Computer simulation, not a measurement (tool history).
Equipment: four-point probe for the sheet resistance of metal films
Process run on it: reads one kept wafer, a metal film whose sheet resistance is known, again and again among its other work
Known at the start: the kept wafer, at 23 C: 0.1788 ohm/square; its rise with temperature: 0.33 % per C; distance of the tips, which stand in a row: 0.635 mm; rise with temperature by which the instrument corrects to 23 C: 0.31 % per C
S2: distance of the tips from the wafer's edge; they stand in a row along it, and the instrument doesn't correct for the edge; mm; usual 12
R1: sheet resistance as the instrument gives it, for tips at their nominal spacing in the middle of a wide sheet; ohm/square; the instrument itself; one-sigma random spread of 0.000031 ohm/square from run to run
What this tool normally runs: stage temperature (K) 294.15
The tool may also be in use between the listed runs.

Run 1, day 0.000: usual settings. Result: R1 0.179045 ohm/square.
At day 0.433: stage's thermometer calibrated.
Run 2, day 1.083: usual settings. Result: R1 0.179452 ohm/square.
Run 3, day 2.000: usual settings. Result: R1 0.179574 ohm/square.
Run 4, day 2.738: usual settings but stage temperature (K) 293.15. Result: R1 0.179467 ohm/square.
Run 5, day 3.704: usual settings but stage temperature (K) 293.15. Result: R1 0.179457 ohm/square.
Run 6, day 4.675: usual settings but stage temperature (K) 293.15. Result: R1 0.179557 ohm/square.
Run 7, day 5.683: usual settings but stage temperature (K) 293.15. Result: R1 0.179483 ohm/square.
Run 8, day 6.792: usual settings but stage temperature (K) 293.15, S2 9 mm. Result: R1 0.179694 ohm/square.
Run 9, day 7.871: usual settings but stage temperature (K) 293.15, S2 9 mm. Result: R1 0.179661 ohm/square.
Run 10, day 9.133: usual settings but stage temperature (K) 293.15, S2 9 mm. Result: R1 0.179664 ohm/square.
Run 11, day 9.854: usual settings. Result: R1 0.179505 ohm/square.
Run 12, day 10.558: usual settings but stage temperature (K) 304.15. Result: R1 0.179745 ohm/square.
Run 13, day 11.762: usual settings but stage temperature (K) 304.15. Result: R1 0.179807 ohm/square.
Run 14, day 12.533: usual settings. Result: R1 0.179595 ohm/square.
Run 15, day 13.496: usual settings but S2 5 mm. Result: R1 0.180783 ohm/square.
Run 16, day 14.696: usual settings but S2 5 mm. Result: R1 0.180792 ohm/square.
Run 17, day 15.254: usual settings but S2 5 mm. Result: R1 0.180857 ohm/square.
Run 18, day 16.233: usual settings. Result: R1 0.179493 ohm/square.
Run 19, day 17.267: usual settings but S2 54 mm. Result: R1 0.179251 ohm/square.
Run 20, day 18.171: usual settings. Result: R1 0.179484 ohm/square.
Run 21, day 18.938: usual settings but S2 70 mm. Result: R1 0.179243 ohm/square.
Run 22, day 20.083: usual settings but S2 70 mm. Result: R1 0.179245 ohm/square.
Run 23, day 21.017: usual settings but stage temperature (K) 295.15, S2 25 mm. Result: R1 0.179265 ohm/square.
Run 24, day 22.279: usual settings but stage temperature (K) 295.15, S2 25 mm. Result: R1 0.179254 ohm/square.
Run 25, day 23.054: usual settings but stage temperature (K) 297.15, S2 13 mm. Result: R1 0.179554 ohm/square.
Run 26, day 23.654: usual settings but stage temperature (K) 307.15, S2 32 mm. Result: R1 0.179587 ohm/square.
Run 27, day 24.662: usual settings but stage temperature (K) 308.15, S2 8 mm. Result: R1 0.180213 ohm/square.
Run 28, day 25.754: usual settings but stage temperature (K) 308.15, S2 8 mm. Result: R1 0.180137 ohm/square.
Run 29, day 26.546: usual settings but stage temperature (K) 295.15, S2 7 mm. Result: R1 0.180026 ohm/square.
Run 30, day 27.404: usual settings but stage temperature (K) 293.15, S2 5 mm. Result: R1 0.180780 ohm/square.
Run 31, day 28.342: usual settings but stage temperature (K) 293.15, S2 5 mm. Result: R1 0.180707 ohm/square.
Run 32, day 29.004: usual settings but stage temperature (K) 297.15, S2 6 mm. Result: R1 0.180333 ohm/square.
Run 33, day 30.079: usual settings but stage temperature (K) 302.15, S2 13 mm. Result: R1 0.179672 ohm/square.
Run 34, day 31.075: usual settings but stage temperature (K) 301.15, S2 18 mm. Result: R1 0.179576 ohm/square.
Run 35, day 31.625: usual settings but stage temperature (K) 296.15, S2 7 mm. Result: R1 0.180066 ohm/square.
Run 36, day 32.658: usual settings but stage temperature (K) 296.15, S2 7 mm. Result: R1 0.180085 ohm/square.
Run 37, day 33.525: usual settings but stage temperature (K) 296.15, S2 7 mm. Result: R1 0.180099 ohm/square.
Run 38, day 34.571: usual settings but stage temperature (K) 303.15, S2 45 mm. Result: R1 0.179520 ohm/square.
Run 39, day 35.608: usual settings but stage temperature (K) 297.15, S2 4 mm. Result: R1 0.181709 ohm/square.
Run 40, day 36.650: usual settings but stage temperature (K) 297.15, S2 4 mm. Result: R1 0.181705 ohm/square.
Run 41, day 37.550: usual settings but stage temperature (K) 296.15, S2 4 mm. Result: R1 0.181715 ohm/square.
Run 42, day 38.708: usual settings but stage temperature (K) 296.15, S2 4 mm. Result: R1 0.181682 ohm/square.
Run 43, day 39.717: usual settings but S2 16 mm. Result: R1 0.179420 ohm/square.
Run 44, day 40.417: usual settings but stage temperature (K) 295.15, S2 16 mm. Result: R1 0.179425 ohm/square.

Each row is a separate what-if for the run after 44, all from the same tool condition, not one after another. Results?
Run A, day 41.004: usual settings but stage temperature (K) 295.15, S2 15 mm. Result: R1 ?.
Run B, day 41.004: usual settings but stage temperature (K) 302.15, S2 21 mm. Result: R1 ?.
Run C, day 41.004: usual settings but stage temperature (K) 301.15, S2 8 mm. Result: R1 ?.

run        R1
  A  0.179493
  B  0.179570
  C  0.180060
With no hidden state in the tool, these same runs would have given:
run        R1
  A  0.178996
  B  0.179070
  C  0.179560

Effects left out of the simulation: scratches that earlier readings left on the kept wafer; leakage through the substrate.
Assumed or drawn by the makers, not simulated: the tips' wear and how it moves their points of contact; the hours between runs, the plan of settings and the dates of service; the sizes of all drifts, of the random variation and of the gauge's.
